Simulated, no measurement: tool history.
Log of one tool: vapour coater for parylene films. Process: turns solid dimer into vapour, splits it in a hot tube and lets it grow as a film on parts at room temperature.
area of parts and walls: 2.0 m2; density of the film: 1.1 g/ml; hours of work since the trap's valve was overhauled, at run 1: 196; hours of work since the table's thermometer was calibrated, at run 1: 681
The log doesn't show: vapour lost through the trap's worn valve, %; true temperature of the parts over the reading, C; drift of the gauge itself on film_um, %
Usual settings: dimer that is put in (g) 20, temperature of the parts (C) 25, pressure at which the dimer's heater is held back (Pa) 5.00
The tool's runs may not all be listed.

run	hour	dimer that is put in (g)	temperature of the parts (C)	pressure at which the dimer's heater is held back (Pa)	hours of work since the trap's valve was overhauled	hours of work since the table's thermometer was calibrated	thickness of the film (nm)
1	0.0	20	25	5.00	196	681	7210
2	22.3	20	25	5.00	213	698	7200
3	34.3	20	25	5.00	222	707	7180
4	56.8	31	25	5.00	239	725	11210
5	79.2	31	25	5.00	256	742	11140
6	90.2	31	25	5.00	265	750	11140
7	100.4	9	25	8.96	273	758	2940
8	118.5	20	21	9.88	286	771	6950
9	134.5	20	21	9.88	299	784	6830
10	146.6	16	17	3.08	308	793	7130
11	167.5	20	30	5.00	324	809	6500

The next listed run, before its measurement:
12	179.6	20	30	4.46	333	818	?

thickness of the film (nm): 6600
Without the tool's hidden state the same run would have given thickness of the film (nm) 6610.

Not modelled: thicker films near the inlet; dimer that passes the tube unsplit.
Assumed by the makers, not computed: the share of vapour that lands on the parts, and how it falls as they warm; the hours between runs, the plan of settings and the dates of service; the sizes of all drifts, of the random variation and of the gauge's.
